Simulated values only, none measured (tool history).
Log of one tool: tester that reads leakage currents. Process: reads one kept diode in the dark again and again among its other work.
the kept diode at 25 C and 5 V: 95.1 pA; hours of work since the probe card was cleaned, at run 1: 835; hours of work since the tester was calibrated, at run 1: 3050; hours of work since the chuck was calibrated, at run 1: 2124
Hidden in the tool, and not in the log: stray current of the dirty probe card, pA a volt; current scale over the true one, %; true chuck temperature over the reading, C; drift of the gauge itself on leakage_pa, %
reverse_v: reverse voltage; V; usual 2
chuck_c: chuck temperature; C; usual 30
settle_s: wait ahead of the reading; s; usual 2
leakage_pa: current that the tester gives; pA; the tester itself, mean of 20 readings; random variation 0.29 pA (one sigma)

run      day  reverse_v  chuck_c  settle_s  hours of work since the probe card was cleaned  hours of work since the tester was calibrated  hours of work since the chuck was calibrated  leakage_pa
  1        0          2       30         2                                             835                                           3050                                          2124       94.17
  2    3.538          2       30         2                                             897                                           3111                                          2186       94.65
  3    5.654          2       30         2                                             933                                           3148                                          2222       94.66
  4    9.917          2       30         2                                            1007                                           3222                                          2296       94.87
      13.567  -- chuck's temperature calibrated
  5   14.758          2       25         2                                            1089                                           3304                                            21       64.01
  6   18.517          2       25         2                                            1155                                           3369                                            86       63.74
  7   22.712          2       25         2                                            1227                                           3442                                           158       63.91
  8   27.067          2       39         2                                            1303                                           3517                                           234      184.31
  9   29.921          2       30         2                                            1352                                           3567                                           283       93.98
 10   33.292          2       30         2                                            1410                                           3625                                           341       94.88
 11   35.725          2       30         2                                            1452                                           3667                                           384        94.5
 12   40.425          2       26         2                                            1534                                           3748                                           465       69.76
 13   45.333          2       26         2                                            1619                                           3833                                           550       69.04
      47.504  -- tester calibrated
 14   48.508          2       26         2                                            1672                                             17                                           603        69.2
 15   53.379          2       26         2                                            1756                                            102                                           688       69.33
 16   55.433          2       26         2                                            1792                                            137                                           723       69.16
 17   58.825          2       26         2                                            1851                                            196                                           782       69.34
 18   62.417          2       26         2                                            1913                                            258                                           844       69.34
      65.254  -- probe card cleaned and baked
 19   65.254       8.74       30         2                                               0                                            305                                           891      179.99
 20   70.046          2       30         2                                              83                                            388                                           974       94.25
 21   73.708          2       30         2                                             146                                            451                                          1037       94.45
 22   78.567      14.83       43      7.09                                             230                                            535                                          1121      589.63
 23     83.5      14.83       43      7.09                                             316                                            621                                          1207      591.24
 24   88.138       1.34       30      8.11                                             396                                            701                                          1287       78.92
 25   90.817       6.24       30      1.55                                             442                                            747                                          1333      156.07
 26   93.704       6.24       30      1.55                                             492                                            797                                          1383      155.77
 27   96.238        3.1       31         2                                             536                                            841                                          1427      124.17
 28   98.825       5.67       32      2.95                                             581                                            886                                          1472      173.27
 29  102.871          2       40      0.35                                             651                                            956                                          1542      199.18
 30   107.85          2       40      0.35                                             737                                           1042                                          1628      198.97
 31  112.212          2       40      0.35                                             813                                           1118                                          1704      199.36
 32    114.8       1.01       40      0.35                                             858                                           1163                                          1748      148.55
 33  117.825       1.01       40      0.35                                             910                                           1215                                          1801      147.25
 34  122.517          2       32         2                                             991                                           1296                                          1882      110.01
 35  126.075        3.7       30         2                                            1053                                           1358                                          1944      124.28
 36  130.804       4.47       60      0.57                                            1135                                           1440                                          2026     1089.58
 37  135.412       4.47       60      0.57                                            1214                                           1519                                          2105     1100.41
 38  139.729       4.47       60      0.57                                            1289                                           1594                                          2180     1094.59
 39  142.938       4.47       60      1.73                                            1344                                           1650                                          2235     1093.79

How the hidden state differs across the entries between the runs, from the last listed run before each to the first after it:
Between runs 4 and 5: chuck's temperature calibrated (day 13.567)
  true chuck temperature over the reading, C: 0.01 -> 0
  measured less the result without the state, leakage_pa: +0.09 -> +0.01 pA
Between runs 13 and 14: tester calibrated (day 47.504)
  current scale over the true one, %: -0.01 -> 0
  measured less the result without the state, leakage_pa: +0.03 -> +0.04 pA
Between runs 18 and 19: probe card cleaned and baked (day 65.254)
  stray current of the dirty probe card, pA a volt: 0.033 -> 0.02
  measured less the result without the state, leakage_pa: +0.05 -> +0.06 pA

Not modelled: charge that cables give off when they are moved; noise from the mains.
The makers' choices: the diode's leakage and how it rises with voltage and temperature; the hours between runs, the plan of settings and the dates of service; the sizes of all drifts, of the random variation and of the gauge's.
